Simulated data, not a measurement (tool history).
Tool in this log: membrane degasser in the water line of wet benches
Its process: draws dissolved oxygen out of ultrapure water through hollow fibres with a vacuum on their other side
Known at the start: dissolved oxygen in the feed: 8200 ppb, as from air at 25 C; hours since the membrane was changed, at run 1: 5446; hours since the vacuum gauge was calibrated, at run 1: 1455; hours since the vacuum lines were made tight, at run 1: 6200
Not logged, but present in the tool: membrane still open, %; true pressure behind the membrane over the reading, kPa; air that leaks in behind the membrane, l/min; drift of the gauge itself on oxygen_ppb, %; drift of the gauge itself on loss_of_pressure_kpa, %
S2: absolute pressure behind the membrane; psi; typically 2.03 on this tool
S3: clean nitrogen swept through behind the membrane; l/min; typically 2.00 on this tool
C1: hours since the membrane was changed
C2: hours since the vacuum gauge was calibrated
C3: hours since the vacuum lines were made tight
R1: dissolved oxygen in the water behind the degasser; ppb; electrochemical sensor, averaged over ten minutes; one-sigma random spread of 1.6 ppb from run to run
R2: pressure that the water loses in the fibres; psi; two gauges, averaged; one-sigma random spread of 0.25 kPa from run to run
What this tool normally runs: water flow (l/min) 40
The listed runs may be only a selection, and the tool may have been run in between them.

run 1 hour=0.0 | water_flow_(l/min)=40 S2=2.03 S3=2.00 | C1=5446 C2=1455 C3=6200 | R1=494.1 R2=10.151
run 2 hour=138.0 | water_flow_(l/min)=24 S2=2.03 S3=2.00 | C1=5584 C2=1593 C3=6338 | R1=310.5 R2=6.138
run 3 hour=242.8 | water_flow_(l/min)=24 S2=2.03 S3=2.00 | C1=5689 C2=1697 C3=6442 | R1=311.2 R2=6.129
run 4 hour=347.6 | water_flow_(l/min)=24 S2=2.03 S3=2.00 | C1=5794 C2=1802 C3=6547 | R1=311.1 R2=6.084
run 5 hour=466.8 | water_flow_(l/min)=28 S2=2.03 S3=2.00 | C1=5913 C2=1921 C3=6666 | R1=358.4 R2=7.046
run 6 hour=611.2 | water_flow_(l/min)=40 S2=2.03 S3=2.00 | C1=6057 C2=2066 C3=6811 | R1=495.0 R2=10.198
run 7 hour=693.2 | water_flow_(l/min)=40 S2=2.03 S3=2.00 | C1=6139 C2=2148 C3=6893 | R1=496.6 R2=10.215
run 8 hour=859.3 | water_flow_(l/min)=40 S2=1.55 S3=2.00 | C1=6306 C2=2314 C3=7059 | R1=360.4 R2=10.144
run 9 hour=948.2 | water_flow_(l/min)=40 S2=2.03 S3=2.00 | C1=6395 C2=2403 C3=7148 | R1=497.2 R2=10.248
run 10 hour=1089.2 | water_flow_(l/min)=53 S2=2.03 S3=3.12 | C1=6535 C2=2544 C3=7289 | R1=458.6 R2=13.562
run 11 hour=1208.5 | water_flow_(l/min)=53 S2=2.03 S3=3.12 | C1=6655 C2=2663 C3=7408 | R1=459.3 R2=13.558
run 12 hour=1293.4 | water_flow_(l/min)=36 S2=2.12 S3=1.87 | C1=6740 C2=2748 C3=7493 | R1=499.7 R2=9.239
run 13 hour=1475.5 | water_flow_(l/min)=24 S2=1.80 S3=1.87 | C1=6922 C2=2930 C3=7675 | R1=286.9 R2=6.138
run 14 hour=1580.3 | water_flow_(l/min)=25 S2=2.97 S3=2.88 | C1=7027 C2=3035 C3=7780 | R1=363.2 R2=6.432
run 15 hour=1689.5 | water_flow_(l/min)=40 S2=2.03 S3=2.01 | C1=7136 C2=3144 C3=7889 | R1=497.0 R2=10.288
run 16 hour=1812.7 | water_flow_(l/min)=43 S2=1.49 S3=2.33 | C1=7259 C2=3267 C3=8012 | R1=331.2 R2=11.056
run 17 hour=1929.8 | water_flow_(l/min)=47 S2=4.51 S3=1.14 | C1=7376 C2=3384 C3=8129 | R1=1894.0 R2=12.048

Each row is a separate what-if for the run after 17, all from the same tool condition, not one after another. Results?
run A hour=2065.5 | water_flow_(l/min)=34 S2=1.97 S3=2.00 | C1=7512 C2=3520 C3=8265 | R1=? R2=?
run B hour=2065.5 | water_flow_(l/min)=40 S2=1.67 S3=2.00 | C1=7512 C2=3520 C3=8265 | R1=? R2=?
run C hour=2065.5 | water_flow_(l/min)=60 S2=1.81 S3=1.44 | C1=7512 C2=3520 C3=8265 | R1=? R2=?
run D hour=2065.5 | water_flow_(l/min)=62 S2=1.25 S3=1.72 | C1=7512 C2=3520 C3=8265 | R1=? R2=?
run E hour=2065.5 | water_flow_(l/min)=49 S2=3.77 S3=1.21 | C1=7512 C2=3520 C3=8265 | R1=? R2=?

run=A R1=418.0 R2=8.752
run=B R1=397.7 R2=10.245
run=C R1=789.9 R2=15.390
run=D R1=466.6 R2=15.945
run=E R1=1603.0 R2=12.573
Had the tool no hidden state, the same runs would have come out as:
run=A R1=402.4 R2=8.390
run=B R1=381.1 R2=9.823
run=C R1=766.3 R2=14.756
run=D R1=442.0 R2=15.288
run=E R1=1582.4 R2=12.057
